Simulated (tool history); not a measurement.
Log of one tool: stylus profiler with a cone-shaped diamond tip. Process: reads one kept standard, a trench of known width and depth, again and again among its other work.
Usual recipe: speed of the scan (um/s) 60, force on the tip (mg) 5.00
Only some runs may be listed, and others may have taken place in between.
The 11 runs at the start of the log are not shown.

| run | hour | speed of the scan (um/s) | force on the tip (mg) | scans with this tip | hours of work since the height scale was calibrated | depth of the trench (angstrom) | width of the trench's floor (µm) |
|---|---|---|---|---|---|---|---|
| 12 | 647.0 | 60 | 4.18 | 1503 | 136 | 2015.8 | 27.97 |
| 13 | 714.8 | 60 | 4.18 | 2082 | 189 | 2016.0 | 27.87 |
| 14 | 766.0 | 60 | 4.18 | 2520 | 229 | 2016.0 | 27.88 |
| 15 | 810.1 | 60 | 4.34 | 2896 | 263 | 2015.9 | 27.88 |
| 16 | 881.4 | 60 | 5.00 | 3505 | 318 | 2017.9 | 27.92 |
| 17 | 916.8 | 52 | 5.00 | 3807 | 346 | 2016.6 | 27.91 |
| 18 | 960.1 | 60 | 5.00 | 4177 | 379 | 2017.2 | 27.89 |
| 19 | 1032.0 | 60 | 5.00 | 4791 | 435 | 2016.4 | 27.82 |
| 20 | 1070.5 | 60 | 5.00 | 5120 | 465 | 2015.7 | 27.76 |
| 21 | 1142.2 | 42 | 5.00 | 5732 | 520 | 2015.4 | 27.81 |
| 22 | 1174.7 | 42 | 5.00 | 6010 | 546 | 2015.1 | 27.83 |
| 23 | 1248.3 | 60 | 5.00 | 6638 | 603 | 2014.3 | 27.73 |
| 24 | 1310.6 | 19 | 4.97 | 7171 | 651 | 2012.9 | 27.93 |
| 25 | 1356.7 | 18 | 5.48 | 7564 | 687 | 2014.1 | 27.86 |
| 26 | 1390.4 | 70 | 9.81 | 7852 | 713 | 2025.1 | 27.79 |

What will run 27 give?
| 27 | 1452.6 | 132 | 9.97 | 8383 | 761 | ? | ? |

depth of the trench (angstrom): 2025.2
width of the trench's floor (µm): 27.51
Had the tool carried no hidden state, the very same run would have given depth of the trench (angstrom) 2032.9, width of the trench's floor (µm) 27.87.
